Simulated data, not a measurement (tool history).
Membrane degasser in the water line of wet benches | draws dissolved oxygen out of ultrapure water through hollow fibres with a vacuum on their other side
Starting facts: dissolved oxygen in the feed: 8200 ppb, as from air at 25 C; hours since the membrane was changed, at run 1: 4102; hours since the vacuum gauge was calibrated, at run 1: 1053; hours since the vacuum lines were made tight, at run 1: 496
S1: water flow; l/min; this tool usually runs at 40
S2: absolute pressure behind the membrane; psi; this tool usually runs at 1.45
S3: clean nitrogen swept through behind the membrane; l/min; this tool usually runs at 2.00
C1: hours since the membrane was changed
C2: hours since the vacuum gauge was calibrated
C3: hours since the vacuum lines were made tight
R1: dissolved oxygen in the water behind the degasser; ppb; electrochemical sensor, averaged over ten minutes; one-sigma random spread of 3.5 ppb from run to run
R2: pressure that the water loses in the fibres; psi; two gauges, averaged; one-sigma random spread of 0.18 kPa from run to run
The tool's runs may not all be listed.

{"run": 1, "hour": 0.0, "S1": 40, "S2": 1.45, "S3": 2.0, "C1": 4102, "C2": 1053, "C3": 496, "R1": 358.9, "R2": 4.854}
{"run": 2, "hour": 210.3, "S1": 40, "S2": 1.45, "S3": 2.0, "C1": 4312, "C2": 1264, "C3": 706, "R1": 350.8, "R2": 4.812}
{"run": 3, "hour": 378.8, "S1": 40, "S2": 1.45, "S3": 1.92, "C1": 4481, "C2": 1432, "C3": 875, "R1": 378.4, "R2": 4.805}
{"run": 4, "hour": 479.3, "S1": 40, "S2": 1.45, "S3": 1.92, "C1": 4581, "C2": 1533, "C3": 975, "R1": 372.0, "R2": 4.83}
{"run": 5, "hour": 613.0, "S1": 40, "S2": 1.45, "S3": 2.0, "C1": 4715, "C2": 1666, "C3": 1109, "R1": 350.3, "R2": 4.802}
{"run": 6, "hour": 762.0, "S1": 40, "S2": 1.45, "S3": 2.0, "C1": 4864, "C2": 1815, "C3": 1258, "R1": 360.4, "R2": 4.862}
{"run": 7, "hour": 882.3, "S1": 40, "S2": 1.45, "S3": 2.0, "C1": 4984, "C2": 1936, "C3": 1378, "R1": 359.1, "R2": 4.87}
{"run": 8, "hour": 1001.9, "S1": 40, "S2": 1.45, "S3": 2.0, "C1": 5104, "C2": 2055, "C3": 1498, "R1": 363.2, "R2": 4.843}
{"run": 9, "hour": 1096.4, "S1": 40, "S2": 1.45, "S3": 2.0, "C1": 5198, "C2": 2150, "C3": 1592, "R1": 356.5, "R2": 4.865}
{"run": 10, "hour": 1190.3, "S1": 40, "S2": 1.45, "S3": 2.0, "C1": 5292, "C2": 2244, "C3": 1686, "R1": 360.5, "R2": 4.859}
{"run": 11, "hour": 1287.9, "S1": 40, "S2": 1.45, "S3": 2.0, "C1": 5390, "C2": 2341, "C3": 1784, "R1": 355.6, "R2": 4.838}
{"run": 12, "hour": 1389.3, "S1": 40, "S2": 1.45, "S3": 2.0, "C1": 5491, "C2": 2443, "C3": 1885, "R1": 365.9, "R2": 4.882}
{"run": 13, "hour": 1595.5, "S1": 40, "S2": 1.45, "S3": 2.0, "C1": 5697, "C2": 2649, "C3": 2092, "R1": 359.2, "R2": 4.863}
{"run": 14, "hour": 1766.6, "S1": 30, "S2": 1.45, "S3": 2.0, "C1": 5868, "C2": 2820, "C3": 2263, "R1": 251.4, "R2": 3.671}
{"run": 15, "hour": 1935.1, "S1": 30, "S2": 1.45, "S3": 2.0, "C1": 6037, "C2": 2988, "C3": 2431, "R1": 251.2, "R2": 3.649}
{"run": 16, "hour": 2026.9, "S1": 30, "S2": 1.45, "S3": 2.0, "C1": 6129, "C2": 3080, "C3": 2523, "R1": 254.9, "R2": 3.658}
{"run": 17, "hour": 2213.2, "S1": 30, "S2": 1.45, "S3": 2.0, "C1": 6315, "C2": 3266, "C3": 2709, "R1": 255.5, "R2": 3.614}
{"hour": 2228.4, "done": "vacuum gauge calibrated"}
{"run": 18, "hour": 2308.5, "S1": 27, "S2": 1.45, "S3": 2.0, "C1": 6410, "C2": 80, "C3": 2804, "R1": 228.0, "R2": 3.323}
{"run": 19, "hour": 2469.7, "S1": 41, "S2": 1.45, "S3": 3.99, "C1": 6571, "C2": 241, "C3": 2965, "R1": 241.5, "R2": 5.042}
{"run": 20, "hour": 2626.1, "S1": 40, "S2": 3.29, "S3": 3.15, "C1": 6727, "C2": 398, "C3": 3122, "R1": 608.4, "R2": 4.863}
{"run": 21, "hour": 2790.7, "S1": 28, "S2": 3.29, "S3": 3.69, "C1": 6892, "C2": 562, "C3": 3286, "R1": 368.0, "R2": 3.41}
{"run": 22, "hour": 2978.0, "S1": 30, "S2": 1.45, "S3": 0.83, "C1": 7079, "C2": 750, "C3": 3473, "R1": 508.4, "R2": 3.697}
{"run": 23, "hour": 3137.2, "S1": 37, "S2": 1.52, "S3": 0.85, "C1": 7238, "C2": 909, "C3": 3633, "R1": 651.3, "R2": 4.543}
{"hour": 3239.0, "done": "vacuum gauge calibrated, once more"}
{"run": 24, "hour": 3275.3, "S1": 46, "S2": 2.31, "S3": 4.57, "C1": 7376, "C2": 36, "C3": 3770, "R1": 399.6, "R2": 5.665}
{"run": 25, "hour": 3433.5, "S1": 46, "S2": 2.31, "S3": 4.57, "C1": 7534, "C2": 194, "C3": 3928, "R1": 402.0, "R2": 5.671}
{"run": 26, "hour": 3629.3, "S1": 34, "S2": 2.8, "S3": 1.94, "C1": 7730, "C2": 390, "C3": 4124, "R1": 628.0, "R2": 4.181}
{"run": 27, "hour": 3795.3, "S1": 34, "S2": 2.8, "S3": 1.94, "C1": 7896, "C2": 556, "C3": 4290, "R1": 629.1, "R2": 4.218}
{"run": 28, "hour": 3934.7, "S1": 60, "S2": 1.45, "S3": 2.0, "C1": 8036, "C2": 696, "C3": 4430, "R1": 644.8, "R2": 7.416}
{"run": 29, "hour": 4061.0, "S1": 40, "S2": 0.97, "S3": 0.97, "C1": 8162, "C2": 822, "C3": 4556, "R1": 349.7, "R2": 4.924}
{"run": 30, "hour": 4175.2, "S1": 51, "S2": 1.96, "S3": 1.6, "C1": 8276, "C2": 936, "C3": 4670, "R1": 773.6, "R2": 6.353}
{"run": 31, "hour": 4263.7, "S1": 51, "S2": 1.96, "S3": 1.6, "C1": 8365, "C2": 1025, "C3": 4759, "R1": 787.1, "R2": 6.267}
{"run": 32, "hour": 4396.9, "S1": 34, "S2": 1.74, "S3": 1.6, "C1": 8498, "C2": 1158, "C3": 4892, "R1": 434.8, "R2": 4.209}
{"run": 33, "hour": 4493.0, "S1": 34, "S2": 1.74, "S3": 1.6, "C1": 8594, "C2": 1254, "C3": 4988, "R1": 437.1, "R2": 4.165}

Predict each of these 3 candidate next runs independently; none follows another, all start after run 33:
{"run": "A", "hour": 4622.0, "S1": 34, "S2": 1.89, "S3": 1.44, "C1": 8723, "C2": 1383, "C3": 5117, "R1": "?", "R2": "?"}
{"run": "B", "hour": 4622.0, "S1": 34, "S2": 1.57, "S3": 1.6, "C1": 8723, "C2": 1383, "C3": 5117, "R1": "?", "R2": "?"}
{"run": "C", "hour": 4622.0, "S1": 40, "S2": 1.45, "S3": 1.03, "C1": 8723, "C2": 1383, "C3": 5117, "R1": "?", "R2": "?"}

run=A R1=516.7 R2=4.164
run=B R1=390.1 R2=4.206
run=C R1=575.4 R2=4.944
With the hidden condition removed and each run's random variation left untouched, the same runs would have given:
run=A R1=501.9 R2=3.961
run=B R1=375.4 R2=4.002
run=C R1=553.5 R2=4.705
